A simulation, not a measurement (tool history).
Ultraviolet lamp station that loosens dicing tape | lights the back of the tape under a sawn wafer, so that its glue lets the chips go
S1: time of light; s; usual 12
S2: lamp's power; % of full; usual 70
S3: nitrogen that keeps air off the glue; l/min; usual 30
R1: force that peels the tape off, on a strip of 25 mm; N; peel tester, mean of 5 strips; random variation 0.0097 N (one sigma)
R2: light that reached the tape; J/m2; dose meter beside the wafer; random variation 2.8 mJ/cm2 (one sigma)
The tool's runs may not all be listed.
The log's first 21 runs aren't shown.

run     day  S1  S2  S3     R1    R2
 22   8.508  12  70  30  0.486  3690
 23   8.896  13  70  30  0.408  4020
 24    9.45  11  99  49  0.221  4720
 25   9.804  21  72  49  0.149  6550
 26  10.271  15  77  20  0.282  4980
 27  10.588  15  77  20  0.267  5030
 28  10.858  15  77  20  0.281  5080
 29  11.388  15  77  20  0.282  4970
 30  11.733  15  77  20   0.28  4980
 31  12.229  12  70  30  0.492  3570
 32  12.733  12  70  30    0.5  3580
 33  13.175  12  70  30  0.519  3570
 34  13.717  19  70  11  0.272  5720
 35  14.254  13  60  38   0.55  3330
 36  14.596  13  60  38   0.56  3320
 37  14.954  13  60  38  0.554  3290
 38  15.212  21  70  30  0.164  6290
 39  15.675  22  74  14  0.179  6880
 40  16.225  22  74  14  0.174  6900
 41  16.525  22  72  14  0.189  6720
 42  17.054   8  70  45  1.161  2380
 43  17.529  19  70  30  0.197  5610

Forecast each of these 4 alternatives for the next run:
  A  17.925  12  92  30   ?   ?
  B  17.925  11  70  30   ?   ?
  C  17.925  14  82  15   ?   ?
  D  17.925   6  70  30   ?   ?

run     R1    R2
  A  0.274  4620
  B  0.688  3230
  C   0.34  4860
  D  2.319  1790
Without the tool's hidden state the same runs would have given:
run     R1    R2
  A  0.223  5110
  B  0.537  3570
  C  0.269  5370
  D  1.957  1980
